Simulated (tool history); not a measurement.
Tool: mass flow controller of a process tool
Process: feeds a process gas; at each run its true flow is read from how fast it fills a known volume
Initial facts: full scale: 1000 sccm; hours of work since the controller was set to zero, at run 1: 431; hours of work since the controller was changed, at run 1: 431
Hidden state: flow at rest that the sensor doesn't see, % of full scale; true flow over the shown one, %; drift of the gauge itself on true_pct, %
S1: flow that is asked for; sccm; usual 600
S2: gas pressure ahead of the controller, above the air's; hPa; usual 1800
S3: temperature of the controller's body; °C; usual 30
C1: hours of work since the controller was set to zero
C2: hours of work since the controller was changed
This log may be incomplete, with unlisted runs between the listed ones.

Run 1, day 0: usual settings; C1 431; C2 431. Result: true flow (%) 99.68.
Run 2, day 3.108: usual settings; C1 453; C2 453. Result: true flow (%) 99.54.
Run 3, day 7.596: usual settings; C1 486; C2 486. Result: true flow (%) 99.55.
Run 4, day 10.55: usual settings; C1 508; C2 508. Result: true flow (%) 99.53.
Run 5, day 14.2: usual settings but S1 224 sccm; C1 535; C2 535. Result: true flow (%) 98.74.
Run 6, day 18.508: usual settings but S1 224 sccm; C1 567; C2 567. Result: true flow (%) 98.92.
Run 7, day 24.021: usual settings but S2 1470 hPa; C1 607; C2 607. Result: true flow (%) 99.72.
Run 8, day 26.754: usual settings; C1 627; C2 627. Result: true flow (%) 99.28.
Run 9, day 29.567: usual settings; C1 648; C2 648. Result: true flow (%) 99.32.
Run 10, day 34.279: usual settings; C1 683; C2 683. Result: true flow (%) 99.46.
Run 11, day 37.4: usual settings; C1 706; C2 706. Result: true flow (%) 99.43.
Run 12, day 42.046: usual settings but S1 154 sccm, S3 26 °C; C1 740; C2 740. Result: true flow (%) 97.88.
Run 13, day 46.192: usual settings but S1 214 sccm, S2 2310 hPa; C1 770; C2 770. Result: true flow (%) 98.05.
Run 14, day 50.862: usual settings but S1 214 sccm, S2 2310 hPa; C1 805; C2 805. Result: true flow (%) 98.09.
Run 15, day 53.688: usual settings but S1 657 sccm, S2 2300 hPa, S3 25 °C; C1 825; C2 825. Result: true flow (%) 98.67.
Run 16, day 58.129: usual settings but S1 107 sccm, S2 1440 hPa, S3 24 °C; C1 858; C2 858. Result: true flow (%) 97.39.
Run 17, day 61.717: usual settings but S1 107 sccm, S2 1750 hPa, S3 25 °C; C1 884; C2 884. Result: true flow (%) 97.23.
Run 18, day 64.267: usual settings but S1 714 sccm; C1 903; C2 903. Result: true flow (%) 99.51.
Run 19, day 67.208: usual settings but S1 781 sccm, S2 2110 hPa, S3 29 °C; C1 925; C2 925. Result: true flow (%) 99.28.
Run 20, day 72.662: usual settings but S1 791 sccm, S2 1400 hPa, S3 39 °C; C1 965; C2 965. Result: true flow (%) 100.61.

3 options for the next run, each taken on its own from the tool as it stands now. Forecast them:
Run A, day 78.608: usual settings but S1 104 sccm, S2 1480 hPa, S3 20 °C; C1 1009; C2 1009. Result: true flow (%) ?.
Run B, day 78.608: usual settings but S1 283 sccm, S2 2210 hPa, S3 21 °C; C1 1009; C2 1009. Result: true flow (%) ?.
Run C, day 78.608: usual settings but S1 333 sccm, S2 2220 hPa; C1 1009; C2 1009. Result: true flow (%) ?.

run  true flow (%)
  A          96.78
  B           97.5
  C          98.32
With no hidden state in the tool, these same runs would have given:
run  true flow (%)
  A          98.92
  B          98.63
  C          99.36
